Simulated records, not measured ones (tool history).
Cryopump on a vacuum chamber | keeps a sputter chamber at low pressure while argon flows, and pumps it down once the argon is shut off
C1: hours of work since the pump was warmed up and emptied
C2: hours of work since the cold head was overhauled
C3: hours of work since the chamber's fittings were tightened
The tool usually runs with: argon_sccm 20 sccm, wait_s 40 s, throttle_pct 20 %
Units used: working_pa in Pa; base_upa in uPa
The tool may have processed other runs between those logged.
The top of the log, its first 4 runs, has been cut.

-- hour=359.8 leaking fittings of the chamber tightened, without venting
run 5 hour=413.4 | argon_sccm=12 wait_s=40 throttle_pct=16 | C1=147 C2=3676 C3=48 | working_pa=0.0536 base_upa=1.55
run 6 hour=507.6 | argon_sccm=20 wait_s=40 throttle_pct=20 | C1=231 C2=3760 C3=132 | working_pa=0.0740 base_upa=1.69
run 7 hour=604.9 | argon_sccm=20 wait_s=40 throttle_pct=50 | C1=318 C2=3847 C3=219 | working_pa=0.0317 base_upa=1.84
-- hour=687.0 pump warmed up, emptied and cooled again
run 8 hour=687.0 | argon_sccm=20 wait_s=40 throttle_pct=50 | C1=0 C2=3916 C3=288 | working_pa=0.0298 base_upa=1.76
run 9 hour=777.2 | argon_sccm=20 wait_s=41 throttle_pct=20 | C1=81 C2=3997 C3=369 | working_pa=0.0725 base_upa=1.80
run 10 hour=869.2 | argon_sccm=20 wait_s=41 throttle_pct=20 | C1=163 C2=4079 C3=451 | working_pa=0.0719 base_upa=1.93
run 11 hour=970.2 | argon_sccm=10 wait_s=41 throttle_pct=20 | C1=253 C2=4169 C3=541 | working_pa=0.0372 base_upa=2.08
run 12 hour=1032.9 | argon_sccm=10 wait_s=41 throttle_pct=20 | C1=309 C2=4225 C3=597 | working_pa=0.0375 base_upa=2.22
-- hour=1128.5 pump warmed up, emptied and cooled again
run 13 hour=1143.4 | argon_sccm=10 wait_s=41 throttle_pct=20 | C1=13 C2=4320 C3=691 | working_pa=0.0351 base_upa=2.09
run 14 hour=1250.9 | argon_sccm=10 wait_s=41 throttle_pct=20 | C1=109 C2=4416 C3=788 | working_pa=0.0361 base_upa=2.25
run 15 hour=1336.5 | argon_sccm=11 wait_s=40 throttle_pct=20 | C1=186 C2=4492 C3=864 | working_pa=0.0411 base_upa=2.34
run 16 hour=1448.2 | argon_sccm=28 wait_s=40 throttle_pct=20 | C1=286 C2=4592 C3=964 | working_pa=0.1042 base_upa=2.54
run 17 hour=1514.0 | argon_sccm=10 wait_s=32 throttle_pct=19 | C1=345 C2=4651 C3=1023 | working_pa=0.0390 base_upa=2.99

Predict the results of run 18:
-- hour=1565.8 pump warmed up, emptied and cooled again
run 18 hour=1621.5 | argon_sccm=26 wait_s=30 throttle_pct=19 | C1=50 C2=4742 C3=1114 | working_pa=? base_upa=?

working_pa: 0.0989 Pa
base_upa: 2.98 uPa
If the tool had no hidden condition, the same run with the same run-to-run variation would have returned working_pa 0.0973 Pa, base_upa 1.94 uPa.
